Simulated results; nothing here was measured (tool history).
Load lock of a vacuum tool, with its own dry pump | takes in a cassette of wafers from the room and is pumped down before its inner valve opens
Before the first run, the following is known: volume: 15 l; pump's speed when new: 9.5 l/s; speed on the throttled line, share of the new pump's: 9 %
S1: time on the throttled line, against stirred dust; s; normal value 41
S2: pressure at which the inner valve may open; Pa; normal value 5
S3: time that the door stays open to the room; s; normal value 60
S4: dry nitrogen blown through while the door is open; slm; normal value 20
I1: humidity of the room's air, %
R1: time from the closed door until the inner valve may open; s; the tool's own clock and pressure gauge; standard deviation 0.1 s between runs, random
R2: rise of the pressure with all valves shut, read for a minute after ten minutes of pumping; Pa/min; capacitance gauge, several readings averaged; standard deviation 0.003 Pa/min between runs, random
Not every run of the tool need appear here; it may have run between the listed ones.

Run 1, hour 0.0: usual settings; I1 43.4. Result: R1 54.8 s, R2 0.064 Pa/min.
Run 2, hour 91.9: usual settings but S1 38 s; I1 44.8. Result: R1 52.5 s, R2 0.066 Pa/min.
Run 3, hour 187.5: usual settings but S1 38 s; I1 40.7. Result: R1 52.2 s, R2 0.065 Pa/min.
Run 4, hour 277.8: usual settings but S1 36 s; I1 44.6. Result: R1 50.6 s, R2 0.067 Pa/min.
Run 5, hour 399.0: usual settings but S1 36 s; I1 41.9. Result: R1 50.4 s, R2 0.074 Pa/min.
Run 6, hour 539.7: usual settings but S1 36 s; I1 45.9. Result: R1 50.7 s, R2 0.068 Pa/min.
Run 7, hour 646.7: usual settings but S1 36 s; I1 43.2. Result: R1 50.6 s, R2 0.075 Pa/min.
Run 8, hour 755.2: usual settings but S3 81 s; I1 45.0. Result: R1 55.1 s, R2 0.082 Pa/min.
Run 9, hour 816.7: usual settings but S3 81 s; I1 46.5. Result: R1 55.1 s, R2 0.084 Pa/min.
At hour 967.7: dry pump taken out, an overhauled one fitted.
Run 10, hour 972.9: usual settings; I1 45.6. Result: R1 53.3 s, R2 0.081 Pa/min.
Run 11, hour 1052.0: usual settings; I1 45.1. Result: R1 53.1 s, R2 0.079 Pa/min.
Run 12, hour 1133.1: usual settings but S4 6 slm; I1 45.9. Result: R1 53.1 s, R2 0.103 Pa/min.
Run 13, hour 1193.9: usual settings; I1 45.9. Result: R1 53.1 s, R2 0.078 Pa/min.
Run 14, hour 1260.8: usual settings but S1 34 s; I1 44.4. Result: R1 46.9 s, R2 0.077 Pa/min.
Run 15, hour 1347.2: usual settings but S1 34 s; I1 42.6. Result: R1 47.0 s, R2 0.082 Pa/min.
Run 16, hour 1467.1: usual settings but S1 34 s; I1 48.4. Result: R1 47.0 s, R2 0.087 Pa/min.
Run 17, hour 1592.5: usual settings but S1 34 s; I1 45.2. Result: R1 46.8 s, R2 0.086 Pa/min.
Run 18, hour 1660.0: usual settings but S1 34 s; I1 45.1. Result: R1 47.0 s, R2 0.091 Pa/min.
Run 19, hour 1773.0: usual settings but S3 28 s; I1 41.8. Result: R1 53.3 s, R2 0.073 Pa/min.
Run 20, hour 1856.2: usual settings but S1 25 s, S3 39 s, S4 6 slm; I1 48.7. Result: R1 38.7 s, R2 0.103 Pa/min.
Run 21, hour 1991.4: usual settings but S1 25 s, S3 39 s, S4 6 slm; I1 41.6. Result: R1 38.9 s, R2 0.101 Pa/min.
Run 22, hour 2099.5: usual settings but S2 7 Pa, S4 26 slm; I1 45.7. Result: R1 52.8 s, R2 0.096 Pa/min.
Run 23, hour 2250.3: usual settings but S2 10 Pa, S3 114 s, S4 6 slm; I1 44.4. Result: R1 52.3 s, R2 0.149 Pa/min.
Run 24, hour 2340.3: usual settings but S2 10 Pa, S3 114 s, S4 6 slm; I1 48.0. Result: R1 52.2 s, R2 0.155 Pa/min.
Run 25, hour 2440.8: usual settings but S4 7 slm; I1 43.8. Result: R1 53.4 s, R2 0.126 Pa/min.
Run 26, hour 2503.3: usual settings but S2 10 Pa, S3 146 s; I1 43.7. Result: R1 52.5 s, R2 0.134 Pa/min.
Run 27, hour 2620.5: usual settings but S1 32 s, S2 4 Pa, S3 146 s, S4 6 slm; I1 44.0. Result: R1 45.9 s, R2 0.172 Pa/min.
Run 28, hour 2754.9: usual settings but S1 32 s, S2 4 Pa, S3 146 s, S4 6 slm; I1 40.9. Result: R1 45.7 s, R2 0.168 Pa/min.
Run 29, hour 2836.1: usual settings but S1 32 s, S2 4 Pa, S3 146 s, S4 6 slm; I1 43.4. Result: R1 45.6 s, R2 0.171 Pa/min.
Run 30, hour 2985.8: usual settings but S3 80 s, S4 9 slm; I1 48.2. Result: R1 53.5 s, R2 0.139 Pa/min.
Run 31, hour 3095.5: usual settings but S1 42 s, S3 80 s, S4 30 slm; I1 44.5. Result: R1 54.3 s, R2 0.116 Pa/min.
Run 32, hour 3196.9: usual settings but S2 8 Pa, S4 9 slm; I1 44.4. Result: R1 52.9 s, R2 0.130 Pa/min.
Run 33, hour 3301.1: usual settings but S1 53 s, S2 6 Pa, S3 115 s, S4 7 slm; I1 40.9. Result: R1 64.0 s, R2 0.152 Pa/min.
Run 34, hour 3395.2: usual settings but S1 27 s, S3 190 s, S4 7 slm; I1 41.3. Result: R1 40.8 s, R2 0.194 Pa/min.
Run 35, hour 3456.3: usual settings but S1 27 s, S3 190 s, S4 7 slm; I1 47.3. Result: R1 40.9 s, R2 0.205 Pa/min.
Run 36, hour 3593.9: usual settings but S1 27 s, S3 190 s, S4 7 slm; I1 43.4. Result: R1 40.9 s, R2 0.199 Pa/min.
Run 37, hour 3691.3: usual settings but S1 27 s, S2 8 Pa, S3 132 s, S4 29 slm; I1 45.9. Result: R1 40.2 s, R2 0.138 Pa/min.
Run 38, hour 3800.1: usual settings but S1 23 s, S3 102 s, S4 38 slm; I1 43.0. Result: R1 37.2 s, R2 0.121 Pa/min.

For some of the steps in R1 from one run to the next: how much would appear even if the tool had no hidden state, given the settings, what came in and random variation, and how much remains for the hidden state plus any gauge scatter that the measured result and the result without hidden state don't share?
Hidden state present: pump's speed, % of a new pump's; leak at the door's seal, Pa l/s; drift of the gauge itself on ready_s, %; drift of the gauge itself on rise_pa_min, %.
Run 7 -> 8: S1 36 -> 41, S3 60 -> 81. R1 +4.5 s: hidden state -0.2, all else +4.7.
Run 9 -> 10: S3 81 -> 60, dry pump taken out, an overhauled one fitted. R1 -1.8 s: hidden state -1.9, all else +0.1.
Run 19 -> 20: S1 41 -> 25, S3 28 -> 39, S4 20 -> 6. R1 -14.6 s: hidden state +0.0, all else -14.6.
Run 21 -> 22: S1 25 -> 41, S2 5 -> 7, S3 39 -> 60, S4 6 -> 26. R1 +13.9 s: hidden state +0.0, all else +13.9.
Run 33 -> 34: S1 53 -> 27, S2 6 -> 5, S3 115 -> 190. R1 -23.2 s: hidden state +0.2, all else -23.4.
